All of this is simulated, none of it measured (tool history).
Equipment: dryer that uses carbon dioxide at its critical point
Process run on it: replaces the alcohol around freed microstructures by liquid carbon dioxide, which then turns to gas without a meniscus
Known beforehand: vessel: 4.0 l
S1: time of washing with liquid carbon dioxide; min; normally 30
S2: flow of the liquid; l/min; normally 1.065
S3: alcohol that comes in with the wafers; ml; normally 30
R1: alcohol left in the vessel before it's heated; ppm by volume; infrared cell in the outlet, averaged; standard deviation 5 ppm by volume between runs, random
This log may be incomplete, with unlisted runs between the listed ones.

Run 1, hour 0.0: usual settings. Result: R1 78 ppm by volume.
Run 2, hour 15.6: usual settings. Result: R1 79 ppm by volume.
Run 3, hour 28.1: usual settings. Result: R1 74 ppm by volume.
Run 4, hour 36.9: usual settings. Result: R1 84 ppm by volume.
Run 5, hour 46.5: usual settings but S1 19 min. Result: R1 168 ppm by volume.
Run 6, hour 67.6: usual settings but S1 19 min. Result: R1 170 ppm by volume.
Run 7, hour 85.1: usual settings. Result: R1 76 ppm by volume.
Run 8, hour 99.6: usual settings. Result: R1 87 ppm by volume.
Run 9, hour 113.4: usual settings but S3 22 ml. Result: R1 81 ppm by volume.
Run 10, hour 131.8: usual settings but S3 22 ml. Result: R1 87 ppm by volume.
Run 11, hour 146.3: usual settings but S3 22 ml. Result: R1 84 ppm by volume.
Run 12, hour 160.5: usual settings but S3 22 ml. Result: R1 89 ppm by volume.
Run 13, hour 171.0: usual settings but S3 107 ml. Result: R1 114 ppm by volume.
Run 14, hour 180.3: usual settings but S3 107 ml. Result: R1 113 ppm by volume.
Run 15, hour 195.3: usual settings. Result: R1 90 ppm by volume.
At hour 212.9: inlet filter changed.
Run 16, hour 217.3: usual settings. Result: R1 96 ppm by volume.
Run 17, hour 230.3: usual settings. Result: R1 93 ppm by volume.
Run 18, hour 241.8: usual settings. Result: R1 95 ppm by volume.
Run 19, hour 253.9: usual settings but S2 0.990 l/min. Result: R1 98 ppm by volume.
Run 20, hour 274.5: usual settings but S2 0.970 l/min, S3 28 ml. Result: R1 101 ppm by volume.
Run 21, hour 291.9: usual settings but S1 47 min, S2 1.560 l/min, S3 22 ml. Result: R1 79 ppm by volume.
Run 22, hour 302.7: usual settings but S1 47 min, S2 1.560 l/min, S3 22 ml. Result: R1 101 ppm by volume.
Run 23, hour 323.9: usual settings but S1 41 min, S2 1.560 l/min, S3 21 ml. Result: R1 104 ppm by volume.
Run 24, hour 337.7: usual settings but S1 41 min, S2 1.560 l/min, S3 21 ml. Result: R1 97 ppm by volume.
Run 25, hour 352.6: usual settings but S1 41 min, S2 1.560 l/min, S3 21 ml. Result: R1 104 ppm by volume.
Run 26, hour 370.4: usual settings but S1 42 min, S2 0.810 l/min. Result: R1 96 ppm by volume.
Run 27, hour 389.0: usual settings but S2 0.720 l/min, S3 21 ml. Result: R1 136 ppm by volume.
Run 28, hour 404.2: usual settings but S1 46 min, S2 1.260 l/min, S3 21 ml. Result: R1 107 ppm by volume.
Run 29, hour 424.8: usual settings but S1 34 min, S2 0.740 l/min, S3 26 ml. Result: R1 123 ppm by volume.
Run 30, hour 436.5: usual settings but S1 34 min, S2 0.740 l/min, S3 26 ml. Result: R1 129 ppm by volume.
Run 31, hour 451.1: usual settings but S1 32 min, S2 1.410 l/min, S3 53 ml. Result: R1 106 ppm by volume.
Run 32, hour 462.8: usual settings but S1 32 min, S2 1.410 l/min, S3 53 ml. Result: R1 114 ppm by volume.
Run 33, hour 476.1: usual settings but S1 32 min, S2 0.770 l/min, S3 33 ml. Result: R1 150 ppm by volume.
Run 34, hour 489.0: usual settings but S1 26 min, S2 0.910 l/min, S3 80 ml. Result: R1 196 ppm by volume.
Run 35, hour 500.2: usual settings but S1 19 min, S2 1.510 l/min. Result: R1 117 ppm by volume.
Run 36, hour 510.7: usual settings but S1 45 min. Result: R1 128 ppm by volume.
Run 37, hour 524.4: usual settings but S1 19 min, S2 0.790 l/min, S3 53 ml. Result: R1 567 ppm by volume.

The same runs without the tool's hidden state, with the same run-to-run variation:
Hidden state present: flow that reaches the vessel past the clogged filter, %; alcohol in the recycled carbon dioxide, ppm; drift of the gauge itself on alcohol_ppm, %.
run   R1
  1   12
  2   12
  3    5
  4   15
  5   60
  6   60
  7    2
  8   12
  9    5
 10    9
 11    7
 12   10
 13   14
 14   16
 15    2
 16   12
 17    8
 18    8
 19   10
 20   11
 21    0
 22   10
 23   10
 24    2
 25    8
 26    0
 27   31
 28    5
 29   14
 30   20
 31    0
 32    8
 33   32
 34   59
 35    6
 36   14
 37  351
